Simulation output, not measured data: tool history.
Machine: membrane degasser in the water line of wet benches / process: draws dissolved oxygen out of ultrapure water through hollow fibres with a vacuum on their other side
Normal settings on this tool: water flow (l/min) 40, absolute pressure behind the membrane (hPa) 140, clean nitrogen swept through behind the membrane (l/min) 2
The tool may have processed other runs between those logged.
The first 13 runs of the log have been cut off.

| run | hour | water flow (l/min) | absolute pressure behind the membrane (hPa) | clean nitrogen swept through behind the membrane (l/min) | hours since the membrane was changed | hours since the vacuum gauge was calibrated | hours since the vacuum lines were made tight | dissolved oxygen in the water behind the degasser (ppb) | pressure that the water loses in the fibres (hPa) |
|---|---|---|---|---|---|---|---|---|---|
| 14 | 1321.3 | 40 | 140 | 2.21 | 5060 | 307 | 2144 | 562.9 | 277.7 |
| 15 | 1440 | 40 | 140 | 2.21 | 5179 | 426 | 2263 | 559 | 279.6 |
| 16 | 1583.1 | 40 | 140 | 2 | 5322 | 569 | 2406 | 601.2 | 276.8 |
| 17 | 1644.8 | 40 | 140 | 1.14 | 5384 | 631 | 2468 | 869.7 | 282.7 |
| 18 | 1736 | 40 | 349 | 1.14 | 5475 | 722 | 2559 | 1932.4 | 276.6 |
| 19 | 1810.7 | 40 | 349 | 1.14 | 5549 | 797 | 2634 | 1926.4 | 281.9 |
| 20 | 1896.1 | 45 | 131 | 1.4 | 5635 | 882 | 2719 | 778.4 | 314.6 |
| 21 | 2039 | 30 | 344 | 1.03 | 5778 | 1025 | 2862 | 1704.7 | 213.1 |
| 22 | 2101.4 | 30 | 344 | 1.03 | 5840 | 1087 | 2924 | 1694.9 | 213.2 |
| 23 | 2199 | 44 | 140 | 1.77 | 5938 | 1185 | 3022 | 731.8 | 312.9 |
| 24 | 2282.1 | 44 | 140 | 1.77 | 6021 | 1268 | 3105 | 715.6 | 309.1 |
| 25 | 2343 | 34 | 134 | 2.4 | 6082 | 1329 | 3166 | 444.5 | 238 |
| 26 | 2412.5 | 26 | 234 | 0.82 | 6151 | 1399 | 3235 | 1222.9 | 184 |
| 27 | 2547.2 | 40 | 308 | 1.06 | 6286 | 1533 | 3370 | 1837.4 | 284 |
| 28 | 2684 | 27 | 140 | 1.57 | 6423 | 1670 | 3507 | 489.8 | 192.1 |
| 29 | 2809.9 | 47 | 121 | 1.93 | 6549 | 1796 | 3633 | 646.8 | 334.9 |
| 30 | 2909.4 | 54 | 94 | 0.93 | 6648 | 1895 | 3732 | 855.3 | 384 |
|  | 2924.4 | seals of the vacuum lines changed |
| 31 | 3047.3 | 43 | 140 | 4.7 | 6784 | 2031 | 123 | 411.2 | 305.7 |
| 32 | 3169.1 | 40 | 140 | 2 | 6906 | 2153 | 245 | 619.9 | 285.8 |
| 33 | 3282.9 | 40 | 140 | 2 | 7020 | 2267 | 358 | 614.4 | 287.8 |

3 ways to go on from here, each from the tool as it stands after run 33. What would each give?
| A | 3376 | 56 | 140 | 2 | 7113 | 2360 | 452 | ? | ? |
| B | 3376 | 52 | 260 | 1.6 | 7113 | 2360 | 452 | ? | ? |
| C | 3376 | 26 | 288 | 2.65 | 7113 | 2360 | 452 | ? | ? |

| run | dissolved oxygen in the water behind the degasser (ppb) | pressure that the water loses in the fibres (hPa) |
|---|---|---|
| A | 849.8 | 400.1 |
| B | 1537.4 | 367 |
| C | 642.8 | 183.9 |
What these runs would have given with no unlogged condition in the tool:
| run | dissolved oxygen in the water behind the degasser (ppb) | pressure that the water loses in the fibres (hPa) |
|---|---|---|
| A | 776.5 | 366.7 |
| B | 1477.5 | 336.1 |
| C | 611.6 | 168.3 |

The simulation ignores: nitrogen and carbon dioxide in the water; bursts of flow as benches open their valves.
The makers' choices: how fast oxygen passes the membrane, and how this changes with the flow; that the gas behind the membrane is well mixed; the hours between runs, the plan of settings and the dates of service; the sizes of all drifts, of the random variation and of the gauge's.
